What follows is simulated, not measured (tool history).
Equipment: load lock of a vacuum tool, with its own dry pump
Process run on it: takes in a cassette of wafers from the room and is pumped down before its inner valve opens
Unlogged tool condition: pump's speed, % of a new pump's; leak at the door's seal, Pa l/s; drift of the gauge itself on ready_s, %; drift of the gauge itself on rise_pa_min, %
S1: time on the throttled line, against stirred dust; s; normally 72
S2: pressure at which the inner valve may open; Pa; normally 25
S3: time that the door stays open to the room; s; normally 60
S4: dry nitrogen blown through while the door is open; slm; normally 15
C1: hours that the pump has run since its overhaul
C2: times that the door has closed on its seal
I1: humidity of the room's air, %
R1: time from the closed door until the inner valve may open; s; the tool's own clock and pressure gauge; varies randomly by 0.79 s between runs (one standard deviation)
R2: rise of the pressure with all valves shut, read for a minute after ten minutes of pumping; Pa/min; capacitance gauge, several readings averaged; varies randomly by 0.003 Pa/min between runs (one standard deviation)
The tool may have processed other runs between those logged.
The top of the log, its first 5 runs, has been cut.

run,day,S1,S2,S3,S4,C1,C2,I1,R1,R2
6,13.917,132,25,60,15,3149,7891,42.8,167.8,0.045
7,15.596,72,25,122,15,3189,8066,45.1,124.2,0.066
8,19.079,72,25,148,15,3273,8429,41.9,124.4,0.065
9,20.883,72,25,148,15,3316,8616,47.7,124.2,0.077
10,23.054,72,25,148,15,3368,8843,44.9,123.8,0.071
11,25.738,72,25,148,15,3432,9122,45.2,125.8,0.071
12,28.067,72,25,67,15,3488,9364,44.2,125.6,0.051
13,30.492,72,25,60,15,3547,9617,45.0,124.1,0.044
14,32.296,72,25,60,15,3590,9805,47.0,125.7,0.051
15,35.383,72,25,60,15,3664,10126,44.7,122.7,0.045
16,37.300,72,18,60,15,3710,10326,45.3,126.8,0.048
17,40.604,72,18,60,15,3789,10670,45.9,127.0,0.045
18,42.546,96,46,32,9,3836,10873,47.6,136.4,0.040
19,45.842,72,20,60,15,3915,11216,44.0,128.2,0.041
20,48.854,72,35,118,14,3987,11529,45.4,122.1,0.062
21,52.633,72,25,223,9,4078,11923,42.1,123.9,0.098
22,55.096,44,25,223,20,4137,12180,46.1,104.0,0.081
23,56.808,106,25,161,15,4178,12358,45.6,148.9,0.070

What will run 24 give?
24,60.075,106,25,161,15,4257,12698,48.5,?,?

R1: 148.2 s
R2: 0.078 Pa/min
Take away the tool's hidden state, keep the run-to-run variation as it was, and the same run would have given R1 148.2 s, R2 0.078 Pa/min.

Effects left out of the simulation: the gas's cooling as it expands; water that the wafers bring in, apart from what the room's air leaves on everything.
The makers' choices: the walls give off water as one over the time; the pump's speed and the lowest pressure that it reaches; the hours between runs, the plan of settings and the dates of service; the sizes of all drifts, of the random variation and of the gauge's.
